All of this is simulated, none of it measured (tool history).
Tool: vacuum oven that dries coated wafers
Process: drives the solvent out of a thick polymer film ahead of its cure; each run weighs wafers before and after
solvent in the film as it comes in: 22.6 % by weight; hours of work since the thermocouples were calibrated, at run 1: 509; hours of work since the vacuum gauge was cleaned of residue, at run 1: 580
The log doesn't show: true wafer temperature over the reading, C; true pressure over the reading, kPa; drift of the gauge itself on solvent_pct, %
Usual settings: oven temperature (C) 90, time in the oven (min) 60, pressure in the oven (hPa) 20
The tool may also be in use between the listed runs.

run     day  oven temperature (C)  time in the oven (min)  pressure in the oven (hPa)  hours of work since the thermocouples were calibrated  hours of work since the vacuum gauge was cleaned of residue  solvent left in the film (%)
  1       0                    90                      60                          20                                                    509                                                          580                          2.96
  2   2.488                    90                      60                          20                                                    556                                                          626                          2.99
  3   5.646                    90                      60                          20                                                    615                                                          685                          2.99
  4   6.988                    90                      60                          20                                                    640                                                          711                          2.92
  5   8.362                    90                      60                          20                                                    666                                                          736                          2.89
  6  10.221                    90                      60                          20                                                    700                                                          771                          2.85
  7  11.738                    90                      60                          20                                                    729                                                          800                          2.92
  8      14                    90                      60                        35.7                                                    771                                                          842                          3.45
  9    16.3                    90                      60                        35.7                                                    814                                                          885                          3.58
 10  17.662                    99                      60                          20                                                    840                                                          911                          1.24
     18.246  -- oven's thermocouples calibrated
 11  20.458                    99                      60                          20                                                     41                                                          961                          1.64
 12  23.229                    99                      60                        34.3                                                     93                                                         1013                             2
 13  25.912                    90                      60                        24.2                                                    144                                                         1063                          3.48
 14  27.725                    90                     103                        24.2                                                    177                                                         1097                          1.78
 15  29.804                    90                      32                        24.2                                                    216                                                         1136                          6.82
 16  31.812                    90                      32                        24.2                                                    254                                                         1174                          7.02
 17  33.496                    90                      32                        24.2                                                    286                                                         1205                          6.98
 18  36.508                    90                      32                        24.2                                                    342                                                         1262                          6.93
 19  38.788                    90                      32                        24.2                                                    385                                                         1305                          6.89
 20  40.592                    90                      32                        24.2                                                    418                                                         1338                          6.97
 21  43.775                    89                      60                          20                                                    478                                                         1398                          3.52
 22  46.292                    89                      60                          20                                                    525                                                         1445                          3.45
 23  49.267                    89                      60                          20                                                    581                                                         1501                          3.56
 24  51.979                    89                      60                          20                                                    632                                                         1552                          3.51
 25  53.488                    85                     101                        19.1                                                    660                                                         1580                          2.32
     55.817  -- vacuum gauge cleaned of residue and calibrated
 26  55.817                    85                     101                        19.1                                                    702                                                            0                           1.9
 27  58.525                    85                     101                        19.1                                                    753                                                           51                          2.07
 28  60.033                    90                     102                        26.7                                                    781                                                           79                           1.6
 29  62.167                    90                      40                          33                                                    821                                                          119                           5.4
     63.808  -- oven's thermocouples calibrated
 30  63.917                    75                      40                        77.6                                                      2                                                          150                         12.92
 31  66.125                    75                      40                        77.6                                                     43                                                          191                         13.27
 32  68.504                    75                      40                        77.6                                                     88                                                          236                         12.98
 33  70.592                    83                      43                        50.9                                                    127                                                          275                          8.41
 34  72.421                    77                      43                        48.5                                                    161                                                          309                         10.61
 35    74.2                    77                      43                        48.5                                                    195                                                          343                         10.45
 36  75.642                    77                      43                        48.5                                                    222                                                          370                          10.6
 37  78.629                    75                      59                        73.6                                                    277                                                          426                         10.71
 38  80.317                    75                      59                        35.4                                                    309                                                          457                          8.68
 39  83.462                    97                      39                        32.5                                                    368                                                          516                          3.58
 40  86.325                    97                      39                        32.5                                                    422                                                          570                          3.54
 41  88.217                    94                      59                        32.5                                                    457                                                          605                          2.61
 42  91.062                    94                      59                        35.5                                                    510                                                          658                          2.73
 43  93.054                    94                      59                        35.5                                                    548                                                          696                           2.7

5 ways to go on from here, each from the tool as it stands after run 43. What would each give?
  A  96.133                    96                      43                        35.5                                                    605                                                          753                             ?
  B  96.133                    89                      63                        24.2                                                    605                                                          753                             ?
  C  96.133                    97                      64                        28.7                                                    605                                                          753                             ?
  D  96.133                   105                     104                        37.3                                                    605                                                          753                             ?
  E  96.133                    94                      34                        26.9                                                    605                                                          753                             ?

run  solvent left in the film (%)
  A                          3.37
  B                          3.07
  C                          1.79
  D                             1
  E                          4.81
Without the tool's hidden state the same runs would have given:
run  solvent left in the film (%)
  A                          3.61
  B                          3.28
  C                          1.88
  D                          0.96
  E                          5.13
